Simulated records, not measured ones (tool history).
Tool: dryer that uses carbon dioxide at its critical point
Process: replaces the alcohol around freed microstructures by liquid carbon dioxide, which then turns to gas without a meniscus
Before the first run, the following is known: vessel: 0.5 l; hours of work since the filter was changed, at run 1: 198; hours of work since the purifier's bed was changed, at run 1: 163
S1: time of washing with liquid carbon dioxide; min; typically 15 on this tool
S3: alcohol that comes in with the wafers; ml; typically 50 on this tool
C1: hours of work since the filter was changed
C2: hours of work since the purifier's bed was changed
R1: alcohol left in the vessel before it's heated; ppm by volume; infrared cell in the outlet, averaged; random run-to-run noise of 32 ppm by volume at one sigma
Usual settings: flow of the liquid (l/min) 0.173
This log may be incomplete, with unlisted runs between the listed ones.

{"run": 1, "day": 0.0, "S1": 15, "flow of the liquid (l/min)": 0.173, "S3": 50, "C1": 198, "C2": 163, "R1": 2458}
{"run": 2, "day": 0.329, "S1": 15, "flow of the liquid (l/min)": 0.173, "S3": 50, "C1": 203, "C2": 167, "R1": 2470}
{"run": 3, "day": 0.733, "S1": 15, "flow of the liquid (l/min)": 0.173, "S3": 50, "C1": 209, "C2": 173, "R1": 2533}
{"run": 4, "day": 1.062, "S1": 15, "flow of the liquid (l/min)": 0.173, "S3": 50, "C1": 214, "C2": 178, "R1": 2479}
{"run": 5, "day": 1.329, "S1": 15, "flow of the liquid (l/min)": 0.173, "S3": 50, "C1": 218, "C2": 182, "R1": 2596}
{"run": 6, "day": 1.692, "S1": 15, "flow of the liquid (l/min)": 0.173, "S3": 99, "C1": 223, "C2": 187, "R1": 4908}
{"run": 7, "day": 2.029, "S1": 15, "flow of the liquid (l/min)": 0.173, "S3": 99, "C1": 228, "C2": 192, "R1": 4930}
{"run": 8, "day": 2.279, "S1": 15, "flow of the liquid (l/min)": 0.173, "S3": 99, "C1": 231, "C2": 196, "R1": 5030}
{"run": 9, "day": 2.712, "S1": 15, "flow of the liquid (l/min)": 0.173, "S3": 50, "C1": 238, "C2": 202, "R1": 2625}
{"run": 10, "day": 3.171, "S1": 15, "flow of the liquid (l/min)": 0.173, "S3": 37, "C1": 244, "C2": 209, "R1": 1928}
{"run": 11, "day": 3.375, "S1": 15, "flow of the liquid (l/min)": 0.173, "S3": 50, "C1": 247, "C2": 212, "R1": 2539}
{"run": 12, "day": 3.612, "S1": 18, "flow of the liquid (l/min)": 0.173, "S3": 50, "C1": 251, "C2": 215, "R1": 1291}
{"run": 13, "day": 3.867, "S1": 15, "flow of the liquid (l/min)": 0.173, "S3": 88, "C1": 255, "C2": 219, "R1": 4438}
{"run": 14, "day": 4.083, "S1": 15, "flow of the liquid (l/min)": 0.264, "S3": 23, "C1": 258, "C2": 222, "R1": 205}
{"run": 15, "day": 4.312, "S1": 15, "flow of the liquid (l/min)": 0.173, "S3": 79, "C1": 261, "C2": 225, "R1": 4125}
{"run": 16, "day": 4.567, "S1": 16, "flow of the liquid (l/min)": 0.183, "S3": 21, "C1": 265, "C2": 229, "R1": 720}
{"run": 17, "day": 4.762, "S1": 16, "flow of the liquid (l/min)": 0.183, "S3": 21, "C1": 268, "C2": 232, "R1": 730}
{"run": 18, "day": 5.108, "S1": 15, "flow of the liquid (l/min)": 0.144, "S3": 55, "C1": 273, "C2": 237, "R1": 5424}
{"run": 19, "day": 5.475, "S1": 18, "flow of the liquid (l/min)": 0.173, "S3": 21, "C1": 278, "C2": 242, "R1": 583}
{"run": 20, "day": 5.871, "S1": 20, "flow of the liquid (l/min)": 0.173, "S3": 40, "C1": 284, "C2": 248, "R1": 701}
{"run": 21, "day": 6.267, "S1": 15, "flow of the liquid (l/min)": 0.219, "S3": 29, "C1": 289, "C2": 254, "R1": 606}
{"run": 22, "day": 6.612, "S1": 20, "flow of the liquid (l/min)": 0.252, "S3": 50, "C1": 295, "C2": 259, "R1": 140}
{"run": 23, "day": 6.954, "S1": 15, "flow of the liquid (l/min)": 0.13, "S3": 50, "C1": 299, "C2": 264, "R1": 7033}
{"run": 24, "day": 7.375, "S1": 17, "flow of the liquid (l/min)": 0.104, "S3": 26, "C1": 306, "C2": 270, "R1": 4802}
{"run": 25, "day": 7.612, "S1": 17, "flow of the liquid (l/min)": 0.104, "S3": 26, "C1": 309, "C2": 273, "R1": 4740}

Subtracting, for every run, the result it would have given without the tool's unlogged condition from the measured result gives the following. The same run-to-run variation enters both numbers; the gauge's scatter may not:
The hidden state here: flow that reaches the vessel past the clogged filter, %; alcohol in the recycled carbon dioxide, ppm; drift of the gauge itself on alcohol_ppm, %.
run=1 R1=+372
run=2 R1=+381
run=3 R1=+402
run=4 R1=+402
run=5 R1=+430
run=6 R1=+797
run=7 R1=+823
run=8 R1=+850
run=9 R1=+474
run=10 R1=+367
run=11 R1=+478
run=12 R1=+304
run=13 R1=+828
run=14 R1=+91
run=15 R1=+790
run=16 R1=+189
run=17 R1=+193
run=18 R1=+906
run=19 R1=+171
run=20 R1=+218
run=21 R1=+192
run=22 R1=+86
run=23 R1=+1163
run=24 R1=+752
run=25 R1=+750
